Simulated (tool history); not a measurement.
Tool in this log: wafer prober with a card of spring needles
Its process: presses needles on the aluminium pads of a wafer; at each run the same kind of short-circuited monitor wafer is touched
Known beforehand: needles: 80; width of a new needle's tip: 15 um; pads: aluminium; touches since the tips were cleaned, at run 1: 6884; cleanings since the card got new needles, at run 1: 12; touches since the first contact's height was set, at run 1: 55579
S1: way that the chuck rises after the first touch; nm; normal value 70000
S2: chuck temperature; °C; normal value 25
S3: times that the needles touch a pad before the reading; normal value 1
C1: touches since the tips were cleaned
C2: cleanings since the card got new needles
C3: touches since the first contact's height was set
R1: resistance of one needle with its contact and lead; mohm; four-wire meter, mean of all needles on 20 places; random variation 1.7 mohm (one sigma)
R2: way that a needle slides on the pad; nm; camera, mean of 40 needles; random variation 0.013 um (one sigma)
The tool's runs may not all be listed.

run 1 day=0 | S1=70000 S2=25 S3=1 | C1=6884 C2=12 C3=55579 | R1=167 R2=15290
-- day=0.2 tips cleaned on abrasive film
-- day=0.979 tips cleaned on abrasive film
-- day=1.138 height of the first contact set anew
run 2 day=1.138 | S1=70000 S2=25 S3=1 | C1=1622 C2=14 C3=0 | R1=165 R2=15260
-- day=1.792 tips cleaned on abrasive film
run 3 day=2.088 | S1=70000 S2=25 S3=1 | C1=3332 C2=15 C3=10620 | R1=165 R2=15240
-- day=2.621 tips cleaned on abrasive film
run 4 day=3.096 | S1=70000 S2=25 S3=1 | C1=5341 C2=16 C3=21872 | R1=165 R2=15230
-- day=3.517 tips cleaned on abrasive film
-- day=4.3 tips cleaned on abrasive film
run 5 day=4.446 | S1=70000 S2=25 S3=1 | C1=1642 C2=18 C3=36897 | R1=166 R2=15180
-- day=5.117 tips cleaned on abrasive film
-- day=5.992 tips cleaned on abrasive film
run 6 day=6.025 | S1=70000 S2=49 S3=1 | C1=368 C2=20 C3=54519 | R1=171 R2=15140
-- day=6.829 tips cleaned on abrasive film
-- day=7.238 height of the first contact set anew
run 7 day=7.433 | S1=70000 S2=25 S3=1 | C1=6644 C2=21 C3=2222 | R1=164 R2=15120
-- day=7.642 tips cleaned on abrasive film
-- day=8.479 tips cleaned on abrasive film
run 8 day=8.933 | S1=70000 S2=25 S3=1 | C1=5055 C2=23 C3=18915 | R1=166 R2=15090
-- day=9.35 tips cleaned on abrasive film
run 9 day=9.721 | S1=70000 S2=25 S3=1 | C1=4176 C2=24 C3=27708 | R1=168 R2=15060
-- day=10.117 tips cleaned on abrasive film
-- day=10.946 tips cleaned on abrasive film
run 10 day=11.362 | S1=70000 S2=33 S3=1 | C1=4667 C2=26 C3=46039 | R1=165 R2=15000
-- day=11.717 tips cleaned on abrasive film
run 11 day=12.354 | S1=70000 S2=30 S3=1 | C1=7174 C2=27 C3=57110 | R1=168 R2=14980
-- day=12.483 tips cleaned on abrasive film
run 12 day=13.171 | S1=70000 S2=25 S3=1 | C1=7675 C2=28 C3=66185 | R1=165 R2=14970
-- day=13.317 tips cleaned on abrasive film
-- day=13.329 height of the first contact set anew
-- day=14.2 tips cleaned on abrasive film
run 13 day=14.721 | S1=70000 S2=25 S3=1 | C1=5844 C2=30 C3=15542 | R1=167 R2=14940
-- day=14.962 tips cleaned on abrasive film
-- day=15.725 tips cleaned on abrasive film
run 14 day=15.775 | S1=70000 S2=25 S3=1 | C1=561 C2=32 C3=27295 | R1=166 R2=14910
-- day=16.55 tips cleaned on abrasive film
run 15 day=17.129 | S1=70000 S2=67 S3=1 | C1=6513 C2=33 C3=42413 | R1=175 R2=14890
-- day=17.429 tips cleaned on abrasive film
-- day=18.004 gauge calibrated
-- day=18.221 tips cleaned on abrasive film
run 16 day=18.358 | S1=70000 S2=67 S3=1 | C1=1533 C2=35 C3=56076 | R1=175 R2=15300
-- day=19.025 tips cleaned on abrasive film
run 17 day=19.333 | S1=70000 S2=67 S3=1 | C1=3473 C2=36 C3=66969 | R1=174 R2=15280
-- day=19.442 height of the first contact set anew
-- day=19.838 tips cleaned on abrasive film
run 18 day=20.188 | S1=70000 S2=67 S3=1 | C1=3903 C2=37 C3=8326 | R1=176 R2=15240

The next listed run, before its measurement:
-- day=20.612 tips cleaned on abrasive film
run 19 day=21.283 | S1=70000 S2=67 S3=1 | C1=7502 C2=38 C3=20555 | R1=? R2=?

{"run 19": {"R1": 173, "R2": 15210}}
The same run, on a tool lacking any hidden state, would have yielded R1 173 mohm, R2 15290 nm.
